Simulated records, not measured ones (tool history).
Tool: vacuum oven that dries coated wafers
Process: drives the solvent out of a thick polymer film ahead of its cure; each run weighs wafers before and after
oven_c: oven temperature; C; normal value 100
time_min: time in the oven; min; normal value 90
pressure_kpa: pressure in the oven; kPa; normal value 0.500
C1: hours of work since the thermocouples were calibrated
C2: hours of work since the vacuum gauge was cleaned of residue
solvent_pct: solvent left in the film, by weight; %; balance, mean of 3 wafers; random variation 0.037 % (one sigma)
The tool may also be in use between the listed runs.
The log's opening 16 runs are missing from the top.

Run 17, day 23.642: usual settings but oven_c 87 C, time_min 153 min; C1 690; C2 1485. Result: solvent_pct 1.58 %.
Run 18, day 25.158: usual settings but oven_c 90 C, time_min 104 min, pressure_kpa 1.224 kPa; C1 711; C2 1507. Result: solvent_pct 2.83 %.
Run 19, day 27.217: usual settings but oven_c 89 C, time_min 48 min; C1 740; C2 1536. Result: solvent_pct 5.62 %.
Run 20, day 28.654: usual settings but oven_c 89 C, time_min 48 min; C1 761; C2 1556. Result: solvent_pct 5.56 %.
At day 28.858: oven's thermocouples calibrated.
Run 21, day 30.812: usual settings but oven_c 112 C, time_min 123 min, pressure_kpa 1.202 kPa; C1 28; C2 1586. Result: solvent_pct 0.60 %.
Run 22, day 32.396: usual settings but oven_c 110 C, time_min 123 min, pressure_kpa 1.202 kPa; C1 50; C2 1608. Result: solvent_pct 0.62 %.
Run 23, day 34.142: usual settings but oven_c 90 C; C1 75; C2 1633. Result: solvent_pct 2.95 %.
Run 24, day 35.929: usual settings but oven_c 90 C; C1 100; C2 1659. Result: solvent_pct 2.87 %.
At day 36.862: oven's thermocouples calibrated, once more.
Run 25, day 37.662: usual settings but oven_c 89 C, time_min 92 min; C1 11; C2 1682. Result: solvent_pct 2.91 %.
Run 26, day 38.675: usual settings but oven_c 112 C, time_min 82 min, pressure_kpa 1.658 kPa; C1 26; C2 1696. Result: solvent_pct 0.98 %.
Run 27, day 40.812: usual settings but oven_c 88 C, time_min 47 min, pressure_kpa 0.358 kPa; C1 56; C2 1727. Result: solvent_pct 5.85 %.
Run 28, day 41.696: usual settings but oven_c 98 C, time_min 79 min; C1 69; C2 1739. Result: solvent_pct 2.07 %.
Run 29, day 43.838: usual settings but oven_c 98 C, time_min 79 min; C1 99; C2 1770. Result: solvent_pct 2.15 %.
Run 30, day 45.446: usual settings but oven_c 98 C, time_min 79 min; C1 122; C2 1792. Result: solvent_pct 2.09 %.
Run 31, day 47.054: usual settings but oven_c 98 C, time_min 79 min; C1 145; C2 1815. Result: solvent_pct 2.19 %.
Run 32, day 49.154: usual settings but oven_c 109 C, time_min 49 min; C1 175; C2 1845. Result: solvent_pct 2.20 %.

5 ways to go on from here, each from the tool as it stands after run 32. What would each give?
Run A, day 50.033: usual settings but oven_c 106 C, time_min 63 min, pressure_kpa 1.602 kPa; C1 187; C2 1858. Result: solvent_pct ?.
Run B, day 50.033: usual settings but oven_c 93 C, time_min 60 min, pressure_kpa 1.470 kPa; C1 187; C2 1858. Result: solvent_pct ?.
Run C, day 50.033: usual settings but oven_c 112 C, time_min 86 min, pressure_kpa 0.569 kPa; C1 187; C2 1858. Result: solvent_pct ?.
Run D, day 50.033: usual settings but oven_c 99 C, time_min 91 min, pressure_kpa 1.228 kPa; C1 187; C2 1858. Result: solvent_pct ?.
Run E, day 50.033: usual settings but oven_c 94 C, time_min 46 min, pressure_kpa 1.615 kPa; C1 187; C2 1858. Result: solvent_pct ?.

run  solvent_pct
  A         2.14
  B         4.38
  C         0.62
  D         1.95
  E         5.36
Without the tool's unlogged condition, the same runs would have read:
run  solvent_pct
  A         1.98
  B         4.16
  C         0.50
  D         1.74
  E         5.16
